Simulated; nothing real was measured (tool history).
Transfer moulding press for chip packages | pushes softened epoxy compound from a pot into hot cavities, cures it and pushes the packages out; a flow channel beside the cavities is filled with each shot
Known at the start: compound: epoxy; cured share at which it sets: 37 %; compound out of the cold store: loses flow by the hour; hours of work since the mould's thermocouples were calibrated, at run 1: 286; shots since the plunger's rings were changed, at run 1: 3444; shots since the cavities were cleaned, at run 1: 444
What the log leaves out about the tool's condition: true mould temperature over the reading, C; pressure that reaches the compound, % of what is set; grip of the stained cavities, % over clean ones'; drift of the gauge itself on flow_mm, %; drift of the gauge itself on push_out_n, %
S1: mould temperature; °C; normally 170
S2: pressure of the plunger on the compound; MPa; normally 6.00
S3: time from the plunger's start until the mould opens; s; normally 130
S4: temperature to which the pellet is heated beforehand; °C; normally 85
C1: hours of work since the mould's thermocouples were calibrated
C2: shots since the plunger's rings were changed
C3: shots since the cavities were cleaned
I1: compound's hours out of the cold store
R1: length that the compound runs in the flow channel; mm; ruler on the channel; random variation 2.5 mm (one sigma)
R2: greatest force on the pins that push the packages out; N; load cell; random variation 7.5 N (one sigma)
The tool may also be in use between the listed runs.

Run 1, hour 0.0: usual settings; C1 286; C2 3444; C3 444; I1 32.0. Result: R1 614 mm, R2 470 N.
At hour 19.7: cavities cleaned with cleaning compound and waxed.
Run 2, hour 29.1: usual settings; C1 307; C2 3760; C3 108; I1 30.0. Result: R1 622 mm, R2 360 N.
Run 3, hour 41.8: usual settings; C1 316; C2 3906; C3 254; I1 44.0. Result: R1 574 mm, R2 425 N.
Run 4, hour 68.0: usual settings; C1 336; C2 4207; C3 555; I1 47.1. Result: R1 566 mm, R2 483 N.
At hour 77.0: cavities cleaned with cleaning compound and waxed.
Run 5, hour 88.0: usual settings; C1 350; C2 4419; C3 126; I1 27.9. Result: R1 629 mm, R2 395 N.
Run 6, hour 104.3: usual settings; C1 362; C2 4606; C3 313; I1 8.5. Result: R1 698 mm, R2 465 N.
Run 7, hour 118.7: usual settings but S3 141 s; C1 373; C2 4771; C3 478; I1 21.6. Result: R1 648 mm, R2 436 N.
At hour 126.3: plunger's sealing rings changed.
At hour 137.4: cavities cleaned with cleaning compound and waxed.
Run 8, hour 147.8: usual settings; C1 391; C2 230; C3 120; I1 32.5. Result: R1 635 mm, R2 389 N.
Run 9, hour 167.2: usual settings but S4 81 °C; C1 406; C2 452; C3 342; I1 15.1. Result: R1 704 mm, R2 489 N.
Run 10, hour 190.2: usual settings but S4 95 °C; C1 423; C2 716; C3 606; I1 12.5. Result: R1 707 mm, R2 494 N.
At hour 196.7: cavities cleaned with cleaning compound and waxed.
At hour 218.4: mould's thermocouples calibrated.
Run 11, hour 219.2: usual settings but S4 84 °C; C1 1; C2 1009; C3 236; I1 8.3. Result: R1 725 mm, R2 452 N.
Run 12, hour 247.1: usual settings but S4 84 °C; C1 21; C2 1329; C3 556; I1 38.9. Result: R1 604 mm, R2 488 N.
At hour 255.4: cavities cleaned with cleaning compound and waxed.
Run 13, hour 265.6: usual settings but S2 5.57 MPa, S4 84 °C; C1 34; C2 1524; C3 118; I1 31.8. Result: R1 606 mm, R2 377 N.
Run 14, hour 281.1: usual settings but S2 5.57 MPa, S4 84 °C; C1 46; C2 1702; C3 296; I1 39.8. Result: R1 582 mm, R2 421 N.
At hour 311.9: cavities cleaned with cleaning compound and waxed.
Run 15, hour 312.1: usual settings but S2 7.27 MPa, S3 129 s, S4 84 °C; C1 68; C2 2040; C3 2; I1 13.8. Result: R1 772 mm, R2 355 N.
Run 16, hour 327.7: usual settings but S1 173 °C, S2 5.96 MPa, S3 126 s, S4 79 °C; C1 79; C2 2219; C3 181; I1 39.3. Result: R1 594 mm, R2 361 N.
Run 17, hour 355.7: usual settings but S1 175 °C, S2 5.96 MPa, S3 126 s, S4 87 °C; C1 100; C2 2540; C3 502; I1 13.8. Result: R1 672 mm, R2 403 N.
At hour 369.0: cavities cleaned with cleaning compound and waxed.
Run 18, hour 378.2: usual settings but S1 165 °C, S4 89 °C; C1 116; C2 2782; C3 107; I1 20.5. Result: R1 679 mm, R2 537 N.
Run 19, hour 397.9: usual settings but S3 125 s; C1 131; C2 3006; C3 331; I1 33.7. Result: R1 618 mm, R2 478 N.

Run 20 is up next; what results do you expect?
Run 20, hour 422.3: usual settings but S3 125 s; C1 149; C2 3286; C3 611; I1 12.1. Result: R1 ?, R2 ?.

R1: 695 mm
R2: 539 N
With no hidden state in the tool, this same run would have given R1 717 mm, R2 344 N.
